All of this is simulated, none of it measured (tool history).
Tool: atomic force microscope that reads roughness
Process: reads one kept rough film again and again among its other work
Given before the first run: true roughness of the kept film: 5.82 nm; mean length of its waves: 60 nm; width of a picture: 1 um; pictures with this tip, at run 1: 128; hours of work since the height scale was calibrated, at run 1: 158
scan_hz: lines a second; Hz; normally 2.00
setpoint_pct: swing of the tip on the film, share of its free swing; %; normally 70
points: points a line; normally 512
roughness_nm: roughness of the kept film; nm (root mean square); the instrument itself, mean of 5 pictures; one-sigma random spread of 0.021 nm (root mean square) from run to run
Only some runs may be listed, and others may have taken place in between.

run,hour,scan_hz,setpoint_pct,points,pictures with this tip,hours of work since the height scale was calibrated,roughness_nm
1,0.0,2.00,70,512,128,158,4.810
2,10.0,2.00,70,369,143,163,4.747
# hour 16.0: new tip fitted
3,18.0,2.00,70,369,3,167,5.054
4,27.6,2.00,70,369,17,172,4.992
5,35.0,2.00,70,494,28,176,4.997
6,39.4,0.76,72,359,34,179,5.269
# hour 41.2: height scale calibrated on a step standard
7,47.8,0.76,72,359,45,4,5.273
8,56.6,2.00,70,478,58,8,4.909
# hour 58.6: height scale calibrated on a step standard, once more
9,62.5,2.00,70,478,65,2,4.922
10,68.0,2.00,70,349,73,5,4.916

Consider 3 possible next runs. They are alternatives, not a sequence: every one starts from the tool as it was left by run 10. What does each give?
A,77.6,0.84,59,284,87,10,?
B,77.6,2.00,70,372,87,10,?
C,77.6,2.00,56,754,87,10,?

run,roughness_nm
A,5.313
B,4.882
C,5.216
Without the tool's hidden state the same runs would have given:
run,roughness_nm
A,5.530
B,5.080
C,5.428

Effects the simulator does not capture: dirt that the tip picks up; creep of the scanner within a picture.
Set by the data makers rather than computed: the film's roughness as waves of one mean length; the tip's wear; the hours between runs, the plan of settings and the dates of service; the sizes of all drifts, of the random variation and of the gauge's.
